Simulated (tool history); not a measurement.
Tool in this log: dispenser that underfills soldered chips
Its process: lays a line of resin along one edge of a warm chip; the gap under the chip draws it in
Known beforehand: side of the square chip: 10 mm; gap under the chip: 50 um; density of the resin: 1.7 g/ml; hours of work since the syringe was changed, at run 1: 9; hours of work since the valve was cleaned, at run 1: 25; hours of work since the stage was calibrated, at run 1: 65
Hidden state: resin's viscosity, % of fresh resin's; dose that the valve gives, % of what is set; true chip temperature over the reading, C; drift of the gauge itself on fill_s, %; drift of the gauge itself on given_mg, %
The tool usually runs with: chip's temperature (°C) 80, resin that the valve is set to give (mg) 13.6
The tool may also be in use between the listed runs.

run  hour  chip's temperature (°C)  resin that the valve is set to give (mg)  hours of work since the syringe was changed  hours of work since the valve was cleaned  hours of work since the stage was calibrated  time until the resin shows at the far edge (s)  resin that the valve gave (mg)
  1   0.0                       80                                      13.6                                            9                                         25                                            65                                            48.8                           13.09
      0.8  -- new syringe of resin
  2   4.4                       80                                      12.9                                            2                                         28                                            67                                            39.2                           12.52
  3  11.9                       80                                      12.9                                            7                                         33                                            72                                            48.5                           12.60
     14.9  -- new syringe of resin
  4  20.3                       80                                      12.9                                            4                                         38                                            78                                            39.8                           12.44
  5  25.4                       90                                      13.6                                            7                                         41                                            81                                            28.4                           12.93
     29.2  -- new syringe of resin
  6  29.2                       90                                      13.6                                            0                                         44                                            83                                            23.3                           13.07
  7  38.0                       80                                      12.6                                            6                                         50                                            89                                            44.4                           12.04
  8  42.1                       80                                      12.6                                            9                                         52                                            92                                            49.7                           11.91
     43.9  -- new syringe of resin
  9  46.1                       95                                      14.3                                            1                                         55                                            94                                            19.9                           13.46
 10  51.6                       92                                      14.3                                            5                                         58                                            98                                            25.4                           13.57
 11  56.5                       92                                      14.3                                            8                                         62                                           101                                            27.7                           13.33
     58.0  -- new syringe of resin
 12  65.4                       70                                      13.1                                            5                                         67                                           107                                            70.6                           12.17

Below are 5 alternative next runs, each starting from the tool's condition after run 12. Predict each:
     72.2  -- new syringe of resin
  A  73.4                       70                                      15.7                                            1                                         72                                           112                                               ?                               ?
     72.2  -- new syringe of resin
  B  73.4                       74                                      11.8                                            1                                         72                                           112                                               ?                               ?
     72.2  -- new syringe of resin
  C  73.4                       67                                      15.1                                            1                                         72                                           112                                               ?                               ?
     72.2  -- new syringe of resin
  D  73.4                       70                                      14.2                                            1                                         72                                           112                                               ?                               ?
     72.2  -- new syringe of resin
  E  73.4                       80                                      12.4                                            1                                         72                                           112                                               ?                               ?

run  time until the resin shows at the far edge (s)  resin that the valve gave (mg)
  A                                            58.0                           14.61
  B                                            52.4                           10.98
  C                                            68.1                           13.80
  D                                            60.7                           13.18
  E                                            38.0                           11.48
With the hidden condition removed and each run's random variation left untouched, the same runs would have given:
run  time until the resin shows at the far edge (s)  resin that the valve gave (mg)
  A                                            57.6                           15.74
  B                                            51.3                           11.83
  C                                            67.7                           14.88
  D                                            60.1                           14.21
  E                                            37.2                           12.37
